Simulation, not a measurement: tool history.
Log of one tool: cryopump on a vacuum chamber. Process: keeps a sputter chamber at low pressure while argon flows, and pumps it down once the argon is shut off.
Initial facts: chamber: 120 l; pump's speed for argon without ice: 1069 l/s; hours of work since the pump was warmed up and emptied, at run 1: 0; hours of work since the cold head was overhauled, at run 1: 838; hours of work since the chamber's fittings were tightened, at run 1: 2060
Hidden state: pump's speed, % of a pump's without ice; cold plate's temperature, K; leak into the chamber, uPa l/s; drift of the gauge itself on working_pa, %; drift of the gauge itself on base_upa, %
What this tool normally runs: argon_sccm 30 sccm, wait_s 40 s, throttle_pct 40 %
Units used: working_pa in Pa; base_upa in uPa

run	hour	argon_sccm	wait_s	throttle_pct	hours of work since the pump was warmed up and emptied	hours of work since the cold head was overhauled	hours of work since the chamber's fittings were tightened	working_pa	base_upa
1	0.0	30	40	40	0	838	2060	0.1194	5.28
2	47.1	30	40	34	25	863	2085	0.1395	5.40
3	105.6	30	40	34	56	894	2116	0.1405	5.25
4	159.1	30	40	34	84	922	2144	0.1413	5.63
5	213.0	30	40	34	112	950	2173	0.1421	5.54
# hour 219.8: leaking fittings of the chamber tightened, without venting
6	269.4	23	40	40	141	979	26	0.0921	2.87
7	317.4	23	40	40	166	1004	51	0.0920	2.99
8	373.2	30	196	40	196	1034	81	0.1209	0.93
9	401.0	30	36	40	210	1048	96	0.1206	3.28
10	455.8	30	40	40	239	1077	125	0.1226	3.03
11	496.0	30	40	40	261	1099	146	0.1216	3.06
12	555.7	30	40	40	292	1130	177	0.1208	3.09
13	596.4	30	40	40	314	1152	199	0.1205	3.15
14	649.3	30	40	40	342	1179	227	0.1224	3.19
15	686.5	30	34	40	361	1199	246	0.1219	3.63
16	718.8	30	34	40	378	1216	263	0.1233	3.62
17	751.0	48	40	44	395	1233	280	0.1780	3.17
18	776.6	48	40	44	409	1247	294	0.1788	3.24
19	807.7	23	21	31	425	1263	310	0.1208	5.52
20	871.2	36	40	16	459	1296	344	0.3608	3.30
21	912.8	36	40	16	481	1318	366	0.3610	3.36
22	975.8	29	21	32	514	1352	399	0.1486	5.69

The next listed run, before its measurement:
23	1003.5	44	294	17	528	1366	413	?	?

working_pa: 0.4178 Pa
base_upa: 1.25 uPa
Take away the tool's hidden state, keep the run-to-run variation as it was, and the same run would have given working_pa 0.4099 Pa, base_upa 0.62 uPa.
